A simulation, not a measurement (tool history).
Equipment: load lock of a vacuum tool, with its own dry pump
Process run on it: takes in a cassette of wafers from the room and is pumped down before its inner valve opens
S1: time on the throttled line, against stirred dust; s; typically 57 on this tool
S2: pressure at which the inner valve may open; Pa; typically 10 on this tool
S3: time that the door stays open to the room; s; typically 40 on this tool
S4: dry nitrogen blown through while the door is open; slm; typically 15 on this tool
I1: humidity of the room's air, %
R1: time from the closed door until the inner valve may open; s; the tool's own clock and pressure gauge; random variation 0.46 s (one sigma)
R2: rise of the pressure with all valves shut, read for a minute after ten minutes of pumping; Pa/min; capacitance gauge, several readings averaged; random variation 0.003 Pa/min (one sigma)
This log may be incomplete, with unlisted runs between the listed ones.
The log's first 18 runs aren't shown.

{"run": 19, "hour": 5681.6, "S1": 60, "S2": 7, "S3": 180, "S4": 15, "I1": 44.2, "R1": 87.2, "R2": 0.457}
{"run": 20, "hour": 6006.0, "S1": 81, "S2": 10, "S3": 40, "S4": 45, "I1": 42.5, "R1": 104.0, "R2": 0.422}
{"run": 21, "hour": 6224.7, "S1": 81, "S2": 16, "S3": 40, "S4": 8, "I1": 45.7, "R1": 101.8, "R2": 0.451}
{"run": 22, "hour": 6481.4, "S1": 81, "S2": 16, "S3": 112, "S4": 8, "I1": 48.3, "R1": 101.1, "R2": 0.503}
{"run": 23, "hour": 6894.8, "S1": 38, "S2": 14, "S3": 40, "S4": 15, "I1": 46.8, "R1": 67.2, "R2": 0.476}
{"run": 24, "hour": 7264.1, "S1": 46, "S2": 10, "S3": 33, "S4": 4, "I1": 45.8, "R1": 74.6, "R2": 0.478}
{"run": 25, "hour": 7616.5, "S1": 57, "S2": 7, "S3": 40, "S4": 15, "I1": 43.4, "R1": 84.7, "R2": 0.497}
{"run": 26, "hour": 7938.6, "S1": 102, "S2": 10, "S3": 34, "S4": 8, "I1": 47.0, "R1": 120.9, "R2": 0.507}
{"run": 27, "hour": 8300.0, "S1": 78, "S2": 14, "S3": 233, "S4": 6, "I1": 46.0, "R1": 100.7, "R2": 0.607}
{"run": 28, "hour": 8483.8, "S1": 35, "S2": 8, "S3": 134, "S4": 6, "I1": 46.6, "R1": 66.3, "R2": 0.58}
{"run": 29, "hour": 8822.2, "S1": 87, "S2": 10, "S3": 40, "S4": 15, "I1": 46.0, "R1": 109.1, "R2": 0.551}
{"run": 30, "hour": 9116.5, "S1": 45, "S2": 10, "S3": 40, "S4": 7, "I1": 48.5, "R1": 73.6, "R2": 0.58}
{"run": 31, "hour": 9296.8, "S1": 39, "S2": 10, "S3": 40, "S4": 15, "I1": 45.1, "R1": 69.0, "R2": 0.57}
{"run": 32, "hour": 9472.8, "S1": 39, "S2": 10, "S3": 40, "S4": 15, "I1": 42.4, "R1": 69.2, "R2": 0.579}
{"run": 33, "hour": 9777.5, "S1": 39, "S2": 10, "S3": 231, "S4": 15, "I1": 42.8, "R1": 69.9, "R2": 0.625}
{"run": 34, "hour": 10173.3, "S1": 29, "S2": 10, "S3": 231, "S4": 18, "I1": 45.5, "R1": 61.9, "R2": 0.67}
{"run": 35, "hour": 10386.9, "S1": 29, "S2": 10, "S3": 231, "S4": 18, "I1": 43.6, "R1": 60.9, "R2": 0.652}
{"run": 36, "hour": 10715.7, "S1": 29, "S2": 10, "S3": 231, "S4": 18, "I1": 44.4, "R1": 62.2, "R2": 0.694}
{"run": 37, "hour": 10919.7, "S1": 57, "S2": 15, "S3": 40, "S4": 15, "I1": 43.4, "R1": 83.7, "R2": 0.638}

Here are 3 independent what-if runs from the current tool condition. What would each one return?
{"run": "A", "hour": 11284.1, "S1": 70, "S2": 15, "S3": 113, "S4": 15, "I1": 44.0, "R1": "?", "R2": "?"}
{"run": "B", "hour": 11284.1, "S1": 37, "S2": 10, "S3": 40, "S4": 11, "I1": 44.8, "R1": "?", "R2": "?"}
{"run": "C", "hour": 11284.1, "S1": 57, "S2": 12, "S3": 37, "S4": 15, "I1": 44.3, "R1": "?", "R2": "?"}

run=A R1=95.4 R2=0.688
run=B R1=69.4 R2=0.649
run=C R1=84.7 R2=0.650
With the hidden condition removed and each run's random variation left untouched, the same runs would have given:
run=A R1=90.5 R2=0.059
run=B R1=63.3 R2=0.034
run=C R1=79.3 R2=0.032
